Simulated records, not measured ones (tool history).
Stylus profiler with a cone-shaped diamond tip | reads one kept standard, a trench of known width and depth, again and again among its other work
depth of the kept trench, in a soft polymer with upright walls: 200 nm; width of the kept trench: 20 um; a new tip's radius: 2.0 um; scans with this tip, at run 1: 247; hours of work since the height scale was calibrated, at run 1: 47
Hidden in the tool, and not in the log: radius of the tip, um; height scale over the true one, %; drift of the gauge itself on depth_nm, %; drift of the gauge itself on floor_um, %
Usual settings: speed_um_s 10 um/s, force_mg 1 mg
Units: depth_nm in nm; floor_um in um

run   hour  speed_um_s  force_mg  scans with this tip  hours of work since the height scale was calibrated  depth_nm  floor_um
  1      0          10         1                  247                                                   47    201.89     18.16
  2   17.2          10         1                  310                                                   59    201.69     18.18
  3   33.8          10         1                  371                                                   70    201.77      18.2
  4   52.3          10         1                  438                                                   83    201.64     18.13
  5   65.3          10         1                  485                                                   92    202.07     18.21
  6     84          10         1                  554                                                  105    201.77     18.16
  7   98.3          13         1                  606                                                  115    201.74     18.18
  8  114.4          13         1                  665                                                  126    201.69     18.15
  9    132          13         1                  729                                                  138     201.8     18.12
 10  143.4          13         1                  770                                                  146    201.77     18.18
 11    152          13         1                  802                                                  152    201.76     18.19
 12    162          13         1                  838                                                  159     201.9     18.14
 13  172.2           2         1                  875                                                  166    201.57     18.17
 14  190.2           2         1                  941                                                  179     201.6     18.18
 15  202.3           2         1                  985                                                  187     201.6     18.14
 16  215.3           2         1                 1032                                                  196    201.52     18.16
 17  232.9           3      1.06                 1097                                                  208    201.76     18.21
 18  251.4           4      2.23                 1164                                                  221    202.86     18.15
 19  272.1           9       0.4                 1239                                                  235    200.92     18.11
 20  287.5          17      0.87                 1296                                                  246    201.29     18.08
 21    297          17      0.87                 1330                                                  252    201.57     18.14

Run 22 comes next. What will it give?
 22  308.4          25      1.95                 1372                                                  260         ?         ?

depth_nm: 202.61 nm
floor_um: 18.06 um
Without the tool's hidden state the same run would have given depth_nm 202.83 nm, floor_um 18.15 um.
